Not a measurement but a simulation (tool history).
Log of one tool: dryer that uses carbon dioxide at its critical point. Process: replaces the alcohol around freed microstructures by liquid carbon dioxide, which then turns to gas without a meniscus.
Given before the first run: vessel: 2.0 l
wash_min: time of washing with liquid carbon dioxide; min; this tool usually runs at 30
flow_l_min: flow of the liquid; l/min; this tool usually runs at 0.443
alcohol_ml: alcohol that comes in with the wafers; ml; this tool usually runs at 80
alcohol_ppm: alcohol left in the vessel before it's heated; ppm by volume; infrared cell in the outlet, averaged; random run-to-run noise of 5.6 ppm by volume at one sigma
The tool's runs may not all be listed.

run,hour,wash_min,flow_l_min,alcohol_ml,alcohol_ppm
1,0.0,30,0.443,80,359
2,39.6,30,0.443,80,356
3,77.0,30,0.443,80,381
4,97.9,30,0.443,80,396
5,133.1,30,0.443,80,389
# hour 149.0: inlet filter changed
6,155.4,30,0.443,38,197
7,192.8,30,0.523,80,174
8,226.0,32,0.523,80,152
9,255.7,24,0.443,80,612
10,295.9,24,0.443,80,670
11,316.9,40,0.443,80,152
12,356.1,37,0.443,80,178
13,402.1,30,0.443,80,319
14,444.5,30,0.443,30,205
15,470.7,30,0.443,30,209
16,516.9,20,0.366,30,1000
17,556.3,20,0.366,30,995
18,589.6,24,0.443,71,646
19,628.9,29,0.359,40,479
20,673.9,29,0.359,40,497
21,714.7,32,0.498,47,195
22,738.7,38,0.593,47,154
23,779.6,38,0.593,47,156
24,810.1,38,0.593,47,164

Expected results for the next run?
25,833.9,38,0.593,47,?

alcohol_ppm: 158 ppm by volume
On a tool with no hidden condition, and with the same random variation, this run would have come out at alcohol_ppm 3 ppm by volume.
